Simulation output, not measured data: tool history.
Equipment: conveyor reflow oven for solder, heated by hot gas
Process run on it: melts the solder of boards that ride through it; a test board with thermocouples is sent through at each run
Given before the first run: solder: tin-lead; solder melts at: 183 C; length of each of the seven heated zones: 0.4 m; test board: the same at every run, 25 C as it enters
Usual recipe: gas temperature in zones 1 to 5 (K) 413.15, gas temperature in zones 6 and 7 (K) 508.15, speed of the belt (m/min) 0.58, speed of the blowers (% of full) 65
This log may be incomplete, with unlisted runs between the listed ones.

run   hour  gas temperature in zones 1 to 5 (K)  gas temperature in zones 6 and 7 (K)  speed of the belt (m/min)  speed of the blowers (% of full)  highest temperature of the board (K)  time above the solder's melting point (s)
  1      0                               413.15                                508.15                       0.58                                65                                492.65                                       63.9
  2    9.5                               413.15                                508.15                       0.58                                65                                492.15                                       64.1
  3   20.8                               413.15                                508.15                       0.58                                65                                491.95                                       65.2
  4   27.2                               413.15                                508.15                       0.58                                65                                492.35                                       64.1
  5   34.2                               413.15                                508.15                       0.58                                65                                491.85                                         63
  6   40.4                               410.15                                508.15                       0.58                                65                                491.35                                       62.6
  7   49.9                               410.15                                508.15                       0.58                                65                                491.15                                       62.2
  8   61.2                               410.15                                516.15                       0.58                                65                                498.35                                       67.2
  9   69.4                               410.15                                516.15                       0.58                                65                                498.85                                       67.9
 10     80                               413.15                                508.15                       0.58                                83                                495.75                                         68
 11   86.9                               413.15                                507.15                       0.58                                65                                491.65                                       63.4
 12   94.5                               413.15                                507.15                       0.58                                65                                490.75                                       63.9
 13  100.2                               413.15                                507.15                       0.58                                65                                491.25                                       64.3
 14  109.4                               424.15                                508.15                       0.58                                65                                493.25                                       71.1
 15  115.7                               424.15                                508.15                       0.58                                65                                494.45                                       70.4
 16  120.7                               424.15                                508.15                       0.58                                65                                493.95                                         70
 17  132.6                               413.15                                501.15                      0.566                                65                                486.15                                       61.1
 18  137.7                               413.15                                501.15                      0.566                                65                                487.15                                       61.2
 19    149                               413.15                                508.15                      0.485                                65                                496.35                                         82
 20  162.8                               419.15                                509.15                       0.56                                70                                496.65                                       72.4
 21  173.2                               401.15                                508.15                       0.58                                65                                490.25                                       59.4
 22  183.9                               401.15                                508.15                       0.58                                65                                490.95                                       59.8
 23  194.9                               404.15                                508.15                      0.677                                53                                480.35                                       41.9
 24  203.4                               404.15                                508.15                      0.633                                89                                493.55                                       56.8
 25    215                               413.15                                508.15                      0.529                                75                                497.55                                       74.4
 26  223.6                               399.15                                508.15                      0.469                                65                                495.95                                       79.2
 27  230.6                               399.15                                502.15                      0.469                                65                                490.75                                       74.3
 28  242.5                               411.15                                502.15                      0.574                                76                                489.55                                       64.1
 29  254.4                               413.15                                500.15                      0.588                                65                                484.95                                       57.6
 30    266                               415.15                                511.15                       0.55                                52                                493.05                                       69.8
 31  273.4                               408.15                                515.15                      0.662                                66                                492.95                                       54.7
 32  284.8                               424.15                                508.15                      0.661                                65                                490.55                                       59.4

Taken out of this log: 1 entry between the listed runs. Where each belongs, and how the hidden state differs across it:
From run 19 to run 20: flux residue cleaned out of gas plates and filters (hour 160.9)
  heat that the gas passes to the board, % of a clean oven's: 99.3 -> 100
